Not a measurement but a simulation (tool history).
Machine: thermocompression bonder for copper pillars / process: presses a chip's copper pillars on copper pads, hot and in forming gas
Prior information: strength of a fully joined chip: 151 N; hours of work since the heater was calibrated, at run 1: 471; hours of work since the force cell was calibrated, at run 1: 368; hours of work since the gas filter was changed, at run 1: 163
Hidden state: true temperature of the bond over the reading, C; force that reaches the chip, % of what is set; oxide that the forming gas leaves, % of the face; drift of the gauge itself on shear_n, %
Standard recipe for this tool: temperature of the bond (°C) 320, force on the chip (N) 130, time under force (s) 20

run   hour  temperature of the bond (°C)  force on the chip (N)  time under force (s)  hours of work since the heater was calibrated  hours of work since the force cell was calibrated  hours of work since the gas filter was changed  force that shears a chip off (N)
  1    0.0                           320                    130                    20                                            471                                                368                                             163                              61.0
  2   24.5                           320                    130                    20                                            490                                                387                                             182                              60.7
      42.6  -- forming gas filter changed
  3   47.1                           320                    130                    20                                            508                                                404                                               3                              64.5
  4   66.0                           320                    130                    20                                            522                                                419                                              18                              63.1
  5   90.7                           320                    130                    20                                            542                                                438                                              37                              62.6
  6  109.8                           320                    130                    20                                            556                                                453                                              52                              62.1
  7  132.7                           320                    130                    20                                            574                                                471                                              70                              61.2
  8  159.6                           320                    130                    20                                            595                                                492                                              91                              60.2
  9  187.9                           320                    130                    20                                            617                                                514                                             113                              61.5
 10  209.2                           302                    185                    15                                            634                                                530                                             130                              61.0

Estimate the outcome of run 11 from the log above:
 11  231.4                           302                    185                    15                                            651                                                548                                             147                                 ?

force that shears a chip off (N): 59.0
With the hidden condition absent and the run-to-run variation left alone, this run would have shown force that shears a chip off (N) 68.7.
